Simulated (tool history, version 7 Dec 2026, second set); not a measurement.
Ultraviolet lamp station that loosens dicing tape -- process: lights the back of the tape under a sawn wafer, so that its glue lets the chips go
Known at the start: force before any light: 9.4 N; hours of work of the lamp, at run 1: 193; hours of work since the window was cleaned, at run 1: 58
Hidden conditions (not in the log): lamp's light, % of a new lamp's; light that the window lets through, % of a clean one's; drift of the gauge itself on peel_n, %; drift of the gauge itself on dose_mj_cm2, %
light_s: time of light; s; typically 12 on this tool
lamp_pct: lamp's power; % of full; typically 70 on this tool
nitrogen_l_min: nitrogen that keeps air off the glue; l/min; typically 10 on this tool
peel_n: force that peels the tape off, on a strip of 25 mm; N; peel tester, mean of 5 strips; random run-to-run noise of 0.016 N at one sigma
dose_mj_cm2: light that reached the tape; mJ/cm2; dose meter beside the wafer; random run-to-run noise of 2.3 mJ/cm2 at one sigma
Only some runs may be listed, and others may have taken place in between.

| run | hour | light_s | lamp_pct | nitrogen_l_min | hours of work of the lamp | hours of work since the window was cleaned | peel_n | dose_mj_cm2 |
|---|---|---|---|---|---|---|---|---|
| 1 | 0.0 | 12 | 70 | 10 | 193 | 58 | 0.876 | 192 |
| 2 | 9.8 | 12 | 70 | 10 | 198 | 63 | 0.824 | 195 |
| 3 | 24.2 | 12 | 70 | 10 | 205 | 70 | 0.874 | 190 |
| 4 | 38.8 | 12 | 70 | 10 | 212 | 77 | 0.886 | 190 |
| 5 | 49.7 | 12 | 70 | 11 | 218 | 83 | 0.834 | 193 |
| 6 | 57.5 | 12 | 70 | 7 | 222 | 86 | 1.201 | 193 |
| 7 | 66.1 | 12 | 70 | 7 | 226 | 91 | 1.162 | 189 |
| 8 | 72.6 | 12 | 70 | 10 | 229 | 94 | 0.926 | 193 |
| 9 | 80.9 | 12 | 69 | 10 | 233 | 98 | 0.939 | 188 |
| 10 | 87.8 | 12 | 70 | 10 | 237 | 102 | 0.924 | 187 |
| 11 | 96.2 | 12 | 70 | 10 | 241 | 106 | 0.915 | 188 |
| 12 | 110.1 | 16 | 71 | 10 | 248 | 113 | 0.488 | 253 |
| 13 | 125.0 | 13 | 72 | 8 | 255 | 120 | 0.871 | 208 |
| 14 | 134.7 | 11 | 72 | 4 | 260 | 125 | 1.972 | 176 |
| 15 | 148.6 | 11 | 72 | 4 | 267 | 132 | 1.990 | 178 |
| 16 | 160.8 | 11 | 72 | 4 | 273 | 138 | 2.024 | 176 |
| 17 | 175.3 | 8 | 85 | 10 | 281 | 146 | 1.427 | 149 |
| 18 | 187.4 | 22 | 76 | 5 | 287 | 152 | 0.406 | 362 |
| 19 | 197.0 | 22 | 84 | 5 | 292 | 156 | 0.330 | 395 |
| 20 | 210.3 | 22 | 82 | 14 | 298 | 163 | 0.193 | 390 |

Each row is a separate what-if for the run after 20, all from the same tool condition, not one after another. Results?
| A | 218.6 | 23 | 70 | 10 | 302 | 167 | ? | ? |
| B | 218.6 | 22 | 88 | 14 | 302 | 167 | ? | ? |
| C | 218.6 | 12 | 78 | 20 | 302 | 167 | ? | ? |
| D | 218.6 | 10 | 75 | 7 | 302 | 167 | ? | ? |

| run | peel_n | dose_mj_cm2 |
|---|---|---|
| A | 0.255 | 346 |
| B | 0.191 | 417 |
| C | 0.488 | 204 |
| D | 1.574 | 162 |
Without the tool's hidden state the same runs would have given:
| run | peel_n | dose_mj_cm2 |
|---|---|---|
| A | 0.212 | 394 |
| B | 0.181 | 475 |
| C | 0.368 | 232 |
| D | 1.249 | 185 |
